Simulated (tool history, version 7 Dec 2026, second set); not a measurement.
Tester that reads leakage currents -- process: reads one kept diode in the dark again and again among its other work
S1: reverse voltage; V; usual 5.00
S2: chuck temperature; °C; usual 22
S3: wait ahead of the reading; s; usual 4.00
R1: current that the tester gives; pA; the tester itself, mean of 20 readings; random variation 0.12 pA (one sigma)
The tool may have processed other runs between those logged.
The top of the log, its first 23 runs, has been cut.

| run | day | S1 | S2 | S3 | R1 |
|---|---|---|---|---|---|
| 24 | 200.917 | 3.96 | 32 | 5.94 | 84.26 |
| 25 | 210.338 | 2.41 | 26 | 1.74 | 40.70 |
| 26 | 219.729 | 9.13 | 57 | 2.58 | 824.82 |
| 27 | 229.046 | 15.92 | 32 | 1.55 | 200.93 |
|  | 230.858 | probe card cleaned and baked |
|  | 237.217 | chuck's temperature calibrated |
| 28 | 238.704 | 7.40 | 37 | 0.70 | 160.52 |
| 29 | 247.962 | 5.00 | 44 | 0.51 | 217.99 |
| 30 | 256.325 | 6.08 | 54 | 6.65 | 495.79 |
| 31 | 264.746 | 6.08 | 54 | 6.65 | 497.51 |
| 32 | 269.988 | 6.08 | 54 | 6.65 | 503.64 |
| 33 | 279.188 | 5.25 | 60 | 3.46 | 695.32 |
| 34 | 288.371 | 7.42 | 39 | 4.00 | 196.42 |
| 35 | 294.004 | 7.42 | 29 | 4.00 | 92.58 |
| 36 | 303.000 | 7.42 | 29 | 4.00 | 93.69 |
| 37 | 309.929 | 1.04 | 27 | 0.51 | 26.34 |
| 38 | 318.600 | 1.04 | 43 | 0.51 | 88.79 |
| 39 | 329.100 | 4.13 | 53 | 8.07 | 395.91 |

Each row is a separate what-if for the run after 39, all from the same tool condition, not one after another. Results?
| A | 336.833 | 2.75 | 26 | 8.07 | ? |
| B | 336.833 | 2.82 | 22 | 0.41 | ? |
| C | 336.833 | 4.13 | 43 | 0.69 | ? |
| D | 336.833 | 19.06 | 49 | 8.07 | ? |

| run | R1 |
|---|---|
| A | 43.48 |
| B | 34.05 |
| C | 199.57 |
| D | 730.45 |
The same runs, with their run-to-run variation unchanged, on a tool lacking any hidden condition would have given:
| run | R1 |
|---|---|
| A | 37.43 |
| B | 28.98 |
| C | 179.43 |
| D | 655.49 |
